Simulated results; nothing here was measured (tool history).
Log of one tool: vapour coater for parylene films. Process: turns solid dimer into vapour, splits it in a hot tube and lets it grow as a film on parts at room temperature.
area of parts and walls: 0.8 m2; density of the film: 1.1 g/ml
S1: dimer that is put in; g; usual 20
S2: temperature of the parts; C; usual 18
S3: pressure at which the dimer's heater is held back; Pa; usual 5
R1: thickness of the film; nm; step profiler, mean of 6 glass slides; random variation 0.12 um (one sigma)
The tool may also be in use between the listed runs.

| run | hour | S1 | S2 | S3 | R1 |
|---|---|---|---|---|---|
| 1 | 0 | 20 | 18 | 5 | 13750 |
| 2 | 13.5 | 20 | 18 | 5 | 13760 |
| 3 | 23.7 | 20 | 18 | 5 | 13550 |
| 4 | 38.6 | 20 | 18 | 5 | 13410 |
| 5 | 57.7 | 18 | 18 | 5 | 12250 |
| 6 | 72.3 | 18 | 18 | 5 | 12020 |
| 7 | 85.8 | 18 | 18 | 5 | 12070 |
| 8 | 109 | 18 | 18 | 5 | 11970 |
| 9 | 131.6 | 19 | 18 | 5 | 12650 |
| 10 | 152 | 19 | 18 | 5 | 12430 |
| 11 | 162.5 | 20 | 27 | 5 | 8820 |
| 12 | 176.7 | 20 | 27 | 5 | 9000 |
| 13 | 189.7 | 20 | 27 | 5 | 8800 |
| 14 | 205.3 | 20 | 27 | 5 | 8820 |
| 15 | 215.5 | 20 | 11 | 5 | 17920 |
| 16 | 233.7 | 20 | 18 | 11.75 | 12160 |
| 17 | 253.4 | 20 | 26 | 5 | 9210 |
| 18 | 263 | 13 | 26 | 5 | 6020 |
| 19 | 286.5 | 29 | 18 | 5 | 18700 |
| 20 | 302.7 | 29 | 18 | 5 | 18590 |
| 21 | 316.3 | 20 | 12 | 5 | 16550 |
| 22 | 332.5 | 8 | 18 | 5 | 5090 |
| 23 | 344.2 | 13 | 18 | 5 | 8200 |
| 24 | 367.4 | 12 | 18 | 5 | 7570 |
| 25 | 387.9 | 12 | 18 | 5 | 7630 |
| 26 | 403.3 | 20 | 15 | 4.23 | 14320 |
| 27 | 413.3 | 20 | 18 | 2.93 | 13210 |
|  | 421.5 | trap's valve overhauled |
| 28 | 428.3 | 12 | 18 | 6.86 | 6830 |
| 29 | 441.8 | 12 | 18 | 6.86 | 6860 |
| 30 | 455.7 | 12 | 13 | 6.86 | 8500 |
| 31 | 478.7 | 15 | 13 | 2.95 | 11230 |
|  | 485.8 | trap's valve overhauled, once more |
| 32 | 493.6 | 15 | 23 | 4.04 | 8650 |
| 33 | 516.3 | 15 | 23 | 4.04 | 8590 |
| 34 | 538.1 | 15 | 23 | 4.04 | 8450 |
| 35 | 556.4 | 20 | 21 | 4.43 | 12210 |
| 36 | 576.3 | 20 | 21 | 4.43 | 12280 |
| 37 | 592.2 | 20 | 21 | 4.43 | 12080 |
| 38 | 606.9 | 20 | 21 | 4.43 | 12080 |
| 39 | 621.2 | 20 | 14 | 4.71 | 16230 |
| 40 | 636.2 | 10 | 12 | 4.71 | 8910 |
| 41 | 659.1 | 10 | 12 | 2.02 | 9390 |
| 42 | 674.5 | 20 | 16 | 6.13 | 14350 |
| 43 | 696.3 | 13 | 16 | 6.28 | 9400 |
| 44 | 713.5 | 20 | 16 | 5 | 14760 |
| 45 | 733.3 | 20 | 16 | 5 | 14440 |
| 46 | 747.8 | 18 | 19 | 3.36 | 11730 |
| 47 | 766 | 18 | 19 | 3.36 | 11890 |

The same runs without the tool's hidden state, with the same run-to-run variation:
The hidden state here: vapour lost through the trap's worn valve, %; true temperature of the parts over the reading, C; drift of the gauge itself on film_um, %.
| run | R1 |
|---|---|
| 1 | 14340 |
| 2 | 14400 |
| 3 | 14210 |
| 4 | 14100 |
| 5 | 12940 |
| 6 | 12740 |
| 7 | 12820 |
| 8 | 12790 |
| 9 | 13580 |
| 10 | 13400 |
| 11 | 9540 |
| 12 | 9750 |
| 13 | 9570 |
| 14 | 9630 |
| 15 | 19600 |
| 16 | 13350 |
| 17 | 10160 |
| 18 | 6650 |
| 19 | 20780 |
| 20 | 20730 |
| 21 | 18500 |
| 22 | 5710 |
| 23 | 9230 |
| 24 | 8560 |
| 25 | 8660 |
| 26 | 16330 |
| 27 | 15090 |
| 28 | 8280 |
| 29 | 8360 |
| 30 | 10390 |
| 31 | 13800 |
| 32 | 8810 |
| 33 | 8790 |
| 34 | 8680 |
| 35 | 12590 |
| 36 | 12720 |
| 37 | 12550 |
| 38 | 12590 |
| 39 | 16960 |
| 40 | 9340 |
| 41 | 9890 |
| 42 | 15170 |
| 43 | 9980 |
| 44 | 15730 |
| 45 | 15460 |
| 46 | 12600 |
| 47 | 12820 |

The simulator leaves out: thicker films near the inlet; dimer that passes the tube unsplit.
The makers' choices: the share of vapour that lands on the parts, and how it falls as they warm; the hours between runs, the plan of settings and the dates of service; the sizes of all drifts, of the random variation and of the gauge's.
